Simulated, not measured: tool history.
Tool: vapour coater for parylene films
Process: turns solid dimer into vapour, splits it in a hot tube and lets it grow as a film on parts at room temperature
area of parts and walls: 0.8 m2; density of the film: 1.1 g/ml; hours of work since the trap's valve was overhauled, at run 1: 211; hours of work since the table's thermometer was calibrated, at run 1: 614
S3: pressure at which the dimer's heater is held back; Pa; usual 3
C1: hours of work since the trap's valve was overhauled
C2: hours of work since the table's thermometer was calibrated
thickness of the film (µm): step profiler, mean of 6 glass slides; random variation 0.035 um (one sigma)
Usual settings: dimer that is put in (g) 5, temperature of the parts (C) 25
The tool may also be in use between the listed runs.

run 1 day=0 | dimer_that_is_put_in_(g)=5 temperature_of_the_parts_(C)=25 S3=3 | C1=211 C2=614 | thickness_of_the_film_(µm)=4.39
run 2 day=2.571 | dimer_that_is_put_in_(g)=5 temperature_of_the_parts_(C)=25 S3=3 | C1=256 C2=659 | thickness_of_the_film_(µm)=4.39
run 3 day=4.671 | dimer_that_is_put_in_(g)=5 temperature_of_the_parts_(C)=25 S3=3 | C1=293 C2=696 | thickness_of_the_film_(µm)=4.39
run 4 day=7.596 | dimer_that_is_put_in_(g)=5 temperature_of_the_parts_(C)=25 S3=3 | C1=345 C2=748 | thickness_of_the_film_(µm)=4.34
run 5 day=10.088 | dimer_that_is_put_in_(g)=5 temperature_of_the_parts_(C)=25 S3=3 | C1=389 C2=792 | thickness_of_the_film_(µm)=4.33
run 6 day=11.596 | dimer_that_is_put_in_(g)=5 temperature_of_the_parts_(C)=25 S3=3 | C1=415 C2=818 | thickness_of_the_film_(µm)=4.28
run 7 day=14.112 | dimer_that_is_put_in_(g)=5 temperature_of_the_parts_(C)=25 S3=3 | C1=460 C2=863 | thickness_of_the_film_(µm)=4.26
run 8 day=16.562 | dimer_that_is_put_in_(g)=5 temperature_of_the_parts_(C)=25 S3=11.03 | C1=503 C2=906 | thickness_of_the_film_(µm)=3.42
run 9 day=19.988 | dimer_that_is_put_in_(g)=5 temperature_of_the_parts_(C)=25 S3=11.03 | C1=563 C2=966 | thickness_of_the_film_(µm)=3.36
-- day=21.925 trap's valve overhauled
run 10 day=23.262 | dimer_that_is_put_in_(g)=5 temperature_of_the_parts_(C)=25 S3=11.03 | C1=24 C2=1021 | thickness_of_the_film_(µm)=3.64
run 11 day=26.362 | dimer_that_is_put_in_(g)=5 temperature_of_the_parts_(C)=25 S3=3 | C1=78 C2=1076 | thickness_of_the_film_(µm)=4.54
run 12 day=28.5 | dimer_that_is_put_in_(g)=5 temperature_of_the_parts_(C)=25 S3=5.74 | C1=116 C2=1113 | thickness_of_the_film_(µm)=4.02
run 13 day=30.683 | dimer_that_is_put_in_(g)=5 temperature_of_the_parts_(C)=25 S3=5.74 | C1=154 C2=1152 | thickness_of_the_film_(µm)=4.05
run 14 day=33.1 | dimer_that_is_put_in_(g)=5 temperature_of_the_parts_(C)=25 S3=5.74 | C1=197 C2=1194 | thickness_of_the_film_(µm)=4.04
run 15 day=36.271 | dimer_that_is_put_in_(g)=5 temperature_of_the_parts_(C)=25 S3=5.74 | C1=253 C2=1250 | thickness_of_the_film_(µm)=3.97
run 16 day=39.333 | dimer_that_is_put_in_(g)=5 temperature_of_the_parts_(C)=25 S3=5.74 | C1=307 C2=1304 | thickness_of_the_film_(µm)=3.97
run 17 day=42.467 | dimer_that_is_put_in_(g)=5 temperature_of_the_parts_(C)=25 S3=5.74 | C1=362 C2=1359 | thickness_of_the_film_(µm)=3.95
run 18 day=45.7 | dimer_that_is_put_in_(g)=5 temperature_of_the_parts_(C)=25 S3=3 | C1=419 C2=1416 | thickness_of_the_film_(µm)=4.31
run 19 day=48.896 | dimer_that_is_put_in_(g)=5 temperature_of_the_parts_(C)=25 S3=3.14 | C1=475 C2=1472 | thickness_of_the_film_(µm)=4.27
run 20 day=51.654 | dimer_that_is_put_in_(g)=5 temperature_of_the_parts_(C)=18 S3=3 | C1=524 C2=1521 | thickness_of_the_film_(µm)=5.15
run 21 day=53.862 | dimer_that_is_put_in_(g)=5 temperature_of_the_parts_(C)=18 S3=3 | C1=562 C2=1560 | thickness_of_the_film_(µm)=5.11
-- day=55.858 trap's valve overhauled
run 22 day=56.425 | dimer_that_is_put_in_(g)=5 temperature_of_the_parts_(C)=18 S3=3 | C1=10 C2=1602 | thickness_of_the_film_(µm)=5.53
run 23 day=58.117 | dimer_that_is_put_in_(g)=5 temperature_of_the_parts_(C)=18 S3=3 | C1=40 C2=1632 | thickness_of_the_film_(µm)=5.57
-- day=59.454 table's thermometer calibrated
run 24 day=60.825 | dimer_that_is_put_in_(g)=6 temperature_of_the_parts_(C)=25 S3=3 | C1=87 C2=24 | thickness_of_the_film_(µm)=5.32
run 25 day=64.038 | dimer_that_is_put_in_(g)=6 temperature_of_the_parts_(C)=25 S3=3 | C1=143 C2=81 | thickness_of_the_film_(µm)=5.25
run 26 day=67.25 | dimer_that_is_put_in_(g)=6 temperature_of_the_parts_(C)=25 S3=3 | C1=200 C2=137 | thickness_of_the_film_(µm)=5.23
run 27 day=68.829 | dimer_that_is_put_in_(g)=6 temperature_of_the_parts_(C)=25 S3=3 | C1=228 C2=165 | thickness_of_the_film_(µm)=5.18
run 28 day=70.292 | dimer_that_is_put_in_(g)=6 temperature_of_the_parts_(C)=27 S3=3 | C1=253 C2=191 | thickness_of_the_film_(µm)=4.95
run 29 day=72.95 | dimer_that_is_put_in_(g)=7 temperature_of_the_parts_(C)=18 S3=3 | C1=300 C2=238 | thickness_of_the_film_(µm)=7.54
run 30 day=75.617 | dimer_that_is_put_in_(g)=7 temperature_of_the_parts_(C)=29 S3=3 | C1=347 C2=285 | thickness_of_the_film_(µm)=5.24
run 31 day=78.929 | dimer_that_is_put_in_(g)=5 temperature_of_the_parts_(C)=22 S3=3 | C1=406 C2=343 | thickness_of_the_film_(µm)=4.83
run 32 day=80.767 | dimer_that_is_put_in_(g)=5 temperature_of_the_parts_(C)=17 S3=4.54 | C1=438 C2=375 | thickness_of_the_film_(µm)=5.22
run 33 day=83.042 | dimer_that_is_put_in_(g)=6 temperature_of_the_parts_(C)=25 S3=6.4 | C1=478 C2=415 | thickness_of_the_film_(µm)=4.48
run 34 day=85.704 | dimer_that_is_put_in_(g)=6 temperature_of_the_parts_(C)=25 S3=6.4 | C1=525 C2=462 | thickness_of_the_film_(µm)=4.49
run 35 day=87.479 | dimer_that_is_put_in_(g)=5 temperature_of_the_parts_(C)=31 S3=3 | C1=556 C2=494 | thickness_of_the_film_(µm)=3.41
-- day=89.633 trap's valve overhauled
run 36 day=89.633 | dimer_that_is_put_in_(g)=5 temperature_of_the_parts_(C)=31 S3=3 | C1=0 C2=529 | thickness_of_the_film_(µm)=3.73
run 37 day=91.221 | dimer_that_is_put_in_(g)=5 temperature_of_the_parts_(C)=31 S3=3 | C1=28 C2=557 | thickness_of_the_film_(µm)=3.7
run 38 day=92.85 | dimer_that_is_put_in_(g)=2 temperature_of_the_parts_(C)=34 S3=2.29 | C1=57 C2=585 | thickness_of_the_film_(µm)=1.39
run 39 day=95.542 | dimer_that_is_put_in_(g)=5 temperature_of_the_parts_(C)=26 S3=6.41 | C1=104 C2=633 | thickness_of_the_film_(µm)=3.8
run 40 day=97.1 | dimer_that_is_put_in_(g)=5 temperature_of_the_parts_(C)=26 S3=2.73 | C1=132 C2=660 | thickness_of_the_film_(µm)=4.31
run 41 day=99.721 | dimer_that_is_put_in_(g)=3 temperature_of_the_parts_(C)=24 S3=4.35 | C1=178 C2=706 | thickness_of_the_film_(µm)=2.58
run 42 day=101.5 | dimer_that_is_put_in_(g)=3 temperature_of_the_parts_(C)=24 S3=4.35 | C1=209 C2=737 | thickness_of_the_film_(µm)=2.57
run 43 day=103.954 | dimer_that_is_put_in_(g)=5 temperature_of_the_parts_(C)=33 S3=3 | C1=252 C2=781 | thickness_of_the_film_(µm)=3.34
run 44 day=105.429 | dimer_that_is_put_in_(g)=5 temperature_of_the_parts_(C)=33 S3=3 | C1=278 C2=807 | thickness_of_the_film_(µm)=3.35
run 45 day=107.333 | dimer_that_is_put_in_(g)=8 temperature_of_the_parts_(C)=22 S3=7.41 | C1=312 C2=840 | thickness_of_the_film_(µm)=6.69
run 46 day=109.654 | dimer_that_is_put_in_(g)=8 temperature_of_the_parts_(C)=22 S3=7.41 | C1=353 C2=881 | thickness_of_the_film_(µm)=6.75
run 47 day=111.25 | dimer_that_is_put_in_(g)=2 temperature_of_the_parts_(C)=25 S3=3 | C1=381 C2=909 | thickness_of_the_film_(µm)=1.77

Hidden state at the last listed run before each entry between runs and at the first one after, where it differs:
Between runs 9 and 10: trap's valve overhauled (day 21.925)
  vapour lost through the trap's worn valve, %: 7.7 -> 0.5; true temperature of the parts over the reading, C: -0.29 -> -0.31
  measured less the result without the state, thickness of the film (µm): -0.24 -> +0.03
Between runs 21 and 22: trap's valve overhauled (day 55.858)
  vapour lost through the trap's worn valve, %: 7.4 -> 0.3; true temperature of the parts over the reading, C: -0.47 -> -0.48
  measured less the result without the state, thickness of the film (µm): -0.4 -> -0.01
Between runs 23 and 24: table's thermometer calibrated (day 59.454)
  vapour lost through the trap's worn valve, %: 0.7 -> 1.4; true temperature of the parts over the reading, C: -0.49 -> 0.05
  measured less the result without the state, thickness of the film (µm): -0.04 -> -0.09
Between runs 35 and 36: trap's valve overhauled (day 89.633)
  vapour lost through the trap's worn valve, %: 7.5 -> 0; true temperature of the parts over the reading, C: -0.09 -> -0.1
  measured less the result without the state, thickness of the film (µm): -0.27 -> +0.02

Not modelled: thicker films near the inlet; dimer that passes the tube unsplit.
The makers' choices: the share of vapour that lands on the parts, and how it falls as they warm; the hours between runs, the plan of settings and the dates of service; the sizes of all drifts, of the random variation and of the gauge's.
